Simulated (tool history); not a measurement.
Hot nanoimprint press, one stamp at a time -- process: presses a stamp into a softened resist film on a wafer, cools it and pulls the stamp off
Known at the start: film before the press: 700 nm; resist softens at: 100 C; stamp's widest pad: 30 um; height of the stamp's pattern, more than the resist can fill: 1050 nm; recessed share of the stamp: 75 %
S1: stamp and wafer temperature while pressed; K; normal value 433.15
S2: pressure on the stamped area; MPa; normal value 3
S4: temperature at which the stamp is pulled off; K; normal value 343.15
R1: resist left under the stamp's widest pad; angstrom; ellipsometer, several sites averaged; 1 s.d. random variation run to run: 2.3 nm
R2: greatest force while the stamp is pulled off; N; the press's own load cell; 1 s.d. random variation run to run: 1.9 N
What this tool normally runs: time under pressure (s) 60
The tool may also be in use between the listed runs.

run 1 hour=0 | S1=433.15 S2=3 time_under_pressure_(s)=60 S4=343.15 | R1=3701 R2=155
run 2 hour=7.6 | S1=433.15 S2=3 time_under_pressure_(s)=63 S4=343.15 | R1=3638 R2=151
run 3 hour=15.7 | S1=433.15 S2=3 time_under_pressure_(s)=63 S4=343.15 | R1=3693 R2=156
run 4 hour=26.1 | S1=430.15 S2=3 time_under_pressure_(s)=60 S4=343.15 | R1=4175 R2=158
run 5 hour=31.8 | S1=430.15 S2=3 time_under_pressure_(s)=60 S4=343.15 | R1=4185 R2=155
run 6 hour=40.2 | S1=433.15 S2=3 time_under_pressure_(s)=60 S4=343.15 | R1=3747 R2=153
run 7 hour=45.7 | S1=433.15 S2=3 time_under_pressure_(s)=60 S4=343.15 | R1=3745 R2=156
run 8 hour=57.5 | S1=433.15 S2=3 time_under_pressure_(s)=60 S4=343.15 | R1=3742 R2=155
run 9 hour=63.5 | S1=433.15 S2=3 time_under_pressure_(s)=60 S4=343.15 | R1=3749 R2=152
run 10 hour=72 | S1=433.15 S2=2.49 time_under_pressure_(s)=60 S4=343.15 | R1=4033 R2=159
run 11 hour=77.8 | S1=429.15 S2=1.9 time_under_pressure_(s)=60 S4=343.15 | R1=5058 R2=158
run 12 hour=84.5 | S1=429.15 S2=1.9 time_under_pressure_(s)=60 S4=343.15 | R1=5117 R2=155
run 13 hour=97.5 | S1=430.15 S2=1.9 time_under_pressure_(s)=60 S4=343.15 | R1=4929 R2=158
run 14 hour=106.8 | S1=425.15 S2=3.83 time_under_pressure_(s)=46 S4=344.15 | R1=4827 R2=155
run 15 hour=117 | S1=424.15 S2=3.83 time_under_pressure_(s)=35 S4=342.15 | R1=5320 R2=161
run 16 hour=127.2 | S1=424.15 S2=3.83 time_under_pressure_(s)=35 S4=342.15 | R1=5345 R2=161
run 17 hour=133.2 | S1=424.15 S2=3.83 time_under_pressure_(s)=35 S4=342.15 | R1=5329 R2=163
run 18 hour=140.4 | S1=424.15 S2=3.83 time_under_pressure_(s)=35 S4=332.15 | R1=5266 R2=188
run 19 hour=145.9 | S1=442.15 S2=2.96 time_under_pressure_(s)=86 S4=332.15 | R1=2313 R2=186

The log once held 2 entries between its listed runs, left out of this copy. Where does each go, and what is different about the tool's unlogged condition between the listed run before it and the listed run after it?
In the gap between runs 7 and 8: plate thermocouple calibrated (hour 49.3)
  true temperature over the reading, C: -0.24 -> -0.36; pressure that arrives at the usual setting, %: 99.92 -> 99.89; grip of the stamp's worn release coat, % over a new coat's: 6.9 -> 7.1
  difference, measured minus the result without the unlogged condition, R1: +36 -> +53 angstrom; R2: +10 -> +12 N
In the gap between runs 12 and 13: plate thermocouple calibrated, once more (hour 97.5)
  true temperature over the reading, C: -0.4 -> -0.07; pressure that arrives at the usual setting, %: 99.8 -> 99.77; grip of the stamp's worn release coat, % over a new coat's: 7.8 -> 8.1
  difference, measured minus the result without the unlogged condition, R1: +59 -> +13 angstrom; R2: +12 -> +12 N
